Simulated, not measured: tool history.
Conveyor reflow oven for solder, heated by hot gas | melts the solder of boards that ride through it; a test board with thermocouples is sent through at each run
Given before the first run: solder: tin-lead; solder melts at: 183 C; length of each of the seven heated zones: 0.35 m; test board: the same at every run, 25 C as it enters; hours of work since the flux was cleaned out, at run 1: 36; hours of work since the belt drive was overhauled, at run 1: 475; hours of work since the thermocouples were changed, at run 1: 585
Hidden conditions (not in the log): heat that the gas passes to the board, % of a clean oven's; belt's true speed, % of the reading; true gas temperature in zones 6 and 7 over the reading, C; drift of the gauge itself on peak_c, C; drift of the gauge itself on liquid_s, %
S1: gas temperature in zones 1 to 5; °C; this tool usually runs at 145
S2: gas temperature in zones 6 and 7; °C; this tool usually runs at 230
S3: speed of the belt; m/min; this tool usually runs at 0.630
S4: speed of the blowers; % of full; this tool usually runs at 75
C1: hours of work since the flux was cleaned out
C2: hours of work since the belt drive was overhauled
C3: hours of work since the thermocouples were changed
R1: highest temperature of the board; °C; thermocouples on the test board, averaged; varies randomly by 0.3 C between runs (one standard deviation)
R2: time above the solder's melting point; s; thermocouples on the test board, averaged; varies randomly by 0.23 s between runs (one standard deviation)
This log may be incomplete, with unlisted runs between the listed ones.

run    hour   S1   S2     S3  S4   C1   C2   C3     R1    R2
  1     0.0  145  230  0.630  75   36  475  585  218.3  53.7
  2    57.8  145  230  0.630  75   79  517  627  218.6  53.2
  3   100.5  145  230  0.630  75  110  548  658  217.6  53.4
  4   146.8  145  230  0.630  75  143  582  692  217.6  52.5
  5   187.8  145  230  0.630  80  173  612  722  217.9  53.4
  6   221.5  145  230  0.630  80  198  637  747  218.4  53.5
      234.8  -- thermocouples of zones 6 and 7 changed
  7   259.0  145  230  0.630  80  224  663   18  217.2  52.7
  8   321.8  145  223  0.630  75  270  708   63  209.4  46.9
  9   364.7  145  223  0.630  75  301  740   95  209.4  46.3
 10   414.9  145  223  0.630  75  338  776  131  208.6  46.3
 11   461.1  145  223  0.630  75  371  810  165  209.3  45.9
 12   521.1  145  230  0.633  75  415  854  209  213.9  50.4
      551.1  -- flux residue cleaned out of gas plates and filters
 13   578.9  145  230  0.633  75   20  892  247  219.0  53.6
      605.7  -- belt drive overhauled, speed set with a stopwatch
 14   617.7  145  230  0.633  75   46    9  273  217.7  53.1
 15   654.9  143  230  0.630  75   73   36  300  218.1  52.5
 16   702.0  143  230  0.708  73  107   70  334  213.3  43.0
 17   751.4  143  230  0.708  73  143  106  370  213.7  42.9
 18   814.4  146  239  0.520  71  189  152  416  229.8  71.9
 19   858.8  146  239  0.520  71  222  185  449  229.4  72.4
 20   919.9  146  239  0.520  71  266  229  493  229.5  72.3
 21   957.2  146  239  0.520  71  293  256  520  229.0  72.4
 22  1020.7  152  240  0.658  71  340  303  567  223.2  55.7
 23  1058.1  152  221  0.658  62  367  330  594  205.4  42.2
 24  1117.1  152  221  0.658  62  410  373  637  204.4  42.0
     1151.0  -- flux residue cleaned out of gas plates and filters
 25  1166.4  148  229  0.630  75   11  405  669  219.4  54.8
 26  1234.4  145  229  0.630  75   61  455  719  219.0  53.7
 27  1274.5  157  242  0.718  75   90  484  748  227.2  54.7
     1285.0  -- thermocouples of zones 6 and 7 changed
 28  1306.4  141  242  0.718  87  112  506   16  224.9  49.4
 29  1361.1  132  242  0.718  79  152  546   55  220.9  43.9

Below are 3 alternative next runs, each starting from the tool's condition after run 29. Predict each:
  A  1409.3  145  228  0.616  83  187  581  91   ?   ?
  B  1409.3  146  242  0.718  60  187  581  91   ?   ?
  C  1409.3  134  226  0.630  59  187  581  91   ?   ?

run     R1    R2
  A  216.2  54.1
  B  217.0  44.5
  C  204.7  38.1
Without the tool's hidden state the same runs would have given:
run     R1    R2
  A  217.9  55.2
  B  219.0  45.7
  C  206.4  39.9

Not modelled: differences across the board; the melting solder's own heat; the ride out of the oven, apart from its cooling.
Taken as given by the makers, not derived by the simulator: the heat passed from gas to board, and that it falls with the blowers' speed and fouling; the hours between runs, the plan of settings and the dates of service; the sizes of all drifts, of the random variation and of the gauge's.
